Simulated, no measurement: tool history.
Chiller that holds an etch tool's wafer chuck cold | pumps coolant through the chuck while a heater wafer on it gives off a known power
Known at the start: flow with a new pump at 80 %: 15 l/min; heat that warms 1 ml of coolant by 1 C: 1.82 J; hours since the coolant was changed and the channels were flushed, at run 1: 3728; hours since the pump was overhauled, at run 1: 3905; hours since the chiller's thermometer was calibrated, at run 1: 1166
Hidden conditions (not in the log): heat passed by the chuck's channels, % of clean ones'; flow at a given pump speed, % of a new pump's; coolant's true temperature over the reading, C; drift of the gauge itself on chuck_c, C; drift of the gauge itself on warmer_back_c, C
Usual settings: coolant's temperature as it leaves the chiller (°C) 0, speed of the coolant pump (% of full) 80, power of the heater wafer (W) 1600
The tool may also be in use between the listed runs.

| run | hour | coolant's temperature as it leaves the chiller (°C) | speed of the coolant pump (% of full) | power of the heater wafer (W) | hours since the coolant was changed and the channels were flushed | hours since the pump was overhauled | hours since the chiller's thermometer was calibrated | chuck's temperature once it has settled (°C) | how much warmer the coolant comes back (C) |
|---|---|---|---|---|---|---|---|---|---|
| 1 | 0.0 | 0 | 80 | 1600 | 3728 | 3905 | 1166 | 16.8 | 3.96 |
| 2 | 128.2 | 0 | 80 | 984 | 3856 | 4033 | 1294 | 10.3 | 2.43 |
| 3 | 225.3 | 0 | 80 | 984 | 3953 | 4130 | 1391 | 10.5 | 2.45 |
| 4 | 281.4 | 0 | 80 | 1600 | 4009 | 4187 | 1447 | 17.1 | 3.99 |
| 5 | 338.5 | 0 | 80 | 1600 | 4067 | 4244 | 1505 | 17.1 | 4.00 |
| 6 | 442.2 | 0 | 80 | 1600 | 4170 | 4347 | 1608 | 17.1 | 4.01 |
| 7 | 529.2 | 0 | 80 | 1236 | 4257 | 4434 | 1695 | 13.2 | 3.09 |
| 8 | 619.1 | 0 | 80 | 1600 | 4347 | 4524 | 1785 | 17.6 | 3.99 |
| 9 | 707.0 | 9 | 80 | 1600 | 4435 | 4612 | 1873 | 26.3 | 4.01 |
|  | 797.2 | coolant changed, channels flushed |
| 10 | 833.7 | 9 | 80 | 1600 | 37 | 4733 | 1994 | 23.6 | 4.04 |
| 11 | 895.2 | -7 | 80 | 1600 | 98 | 4794 | 2055 | 7.7 | 4.07 |
| 12 | 1003.7 | -7 | 80 | 1600 | 207 | 4903 | 2164 | 7.9 | 4.03 |
| 13 | 1064.6 | -7 | 80 | 1600 | 267 | 4964 | 2225 | 7.7 | 4.09 |
| 14 | 1173.3 | -7 | 80 | 1600 | 376 | 5072 | 2333 | 7.9 | 4.10 |
| 15 | 1274.0 | -7 | 80 | 1600 | 477 | 5173 | 2434 | 7.7 | 4.01 |
| 16 | 1402.9 | 0 | 80 | 1023 | 606 | 5302 | 2563 | 9.5 | 2.64 |
| 17 | 1471.2 | -9 | 87 | 1444 | 674 | 5370 | 2631 | 3.7 | 3.38 |
| 18 | 1595.2 | 0 | 68 | 1071 | 798 | 5494 | 2755 | 11.2 | 3.22 |
| 19 | 1715.7 | 0 | 68 | 1071 | 919 | 5615 | 2876 | 11.1 | 3.30 |
|  | 1730.4 | coolant pump overhauled |
| 20 | 1811.0 | -8 | 89 | 1600 | 1009 | 81 | 2966 | 7.4 | 4.18 |
| 21 | 1868.4 | -8 | 89 | 1600 | 1066 | 138 | 3023 | 7.6 | 4.19 |
| 22 | 1996.0 | 0 | 89 | 918 | 1194 | 266 | 3151 | 8.5 | 2.41 |
| 23 | 2062.0 | -8 | 73 | 1096 | 1260 | 332 | 3217 | 3.9 | 3.62 |
|  | 2130.5 | coolant pump overhauled, once more |
| 24 | 2133.8 | 0 | 77 | 1600 | 1327 | 3 | 3284 | 14.3 | 3.65 |
| 25 | 2255.0 | 0 | 77 | 1600 | 1448 | 125 | 3405 | 14.5 | 3.67 |
| 26 | 2324.0 | 0 | 77 | 1600 | 1517 | 194 | 3474 | 14.4 | 3.66 |
| 27 | 2439.8 | 7 | 97 | 1927 | 1633 | 309 | 3590 | 22.1 | 3.52 |
| 28 | 2550.6 | 8 | 81 | 1066 | 1743 | 420 | 3701 | 17.3 | 2.29 |
| 29 | 2640.8 | -7 | 80 | 1153 | 1834 | 510 | 3791 | 3.2 | 2.54 |
| 30 | 2709.2 | 0 | 93 | 879 | 1902 | 579 | 3859 | 7.2 | 1.67 |
| 31 | 2796.6 | 0 | 80 | 1540 | 1989 | 666 | 3947 | 14.0 | 3.42 |

How would selected steps in chuck's temperature once it has settled (°C) from run to run divide? Give the signed amount a tool lacking its hidden state would still show from settings, what came in and random variation, and the signed amount left for the hidden state, including any gauge scatter that is not in both of the compared results.
Run 9 -> 10: coolant changed, channels flushed. chuck's temperature once it has settled (°C) -2.7: hidden state -2.8, all else +0.1.
Run 10 -> 11: coolant's temperature as it leaves the chiller (°C) 9 -> -7. chuck's temperature once it has settled (°C) -15.9: hidden state +0.0, all else -15.9.
Run 19 -> 20: coolant's temperature as it leaves the chiller (°C) 0 -> -8, speed of the coolant pump (% of full) 68 -> 89, power of the heater wafer (W) 1071 -> 1600, coolant pump overhauled. chuck's temperature once it has settled (°C) -3.7: hidden state +1.5, all else -5.2.
Run 23 -> 24: coolant's temperature as it leaves the chiller (°C) -8 -> 0, speed of the coolant pump (% of full) 73 -> 77, power of the heater wafer (W) 1096 -> 1600, coolant pump overhauled, once more. chuck's temperature once it has settled (°C) +10.4: hidden state -1.7, all else +12.1.
Run 28 -> 29: coolant's temperature as it leaves the chiller (°C) 8 -> -7, speed of the coolant pump (% of full) 81 -> 80, power of the heater wafer (W) 1066 -> 1153. chuck's temperature once it has settled (°C) -14.1: hidden state +0.2, all else -14.3.
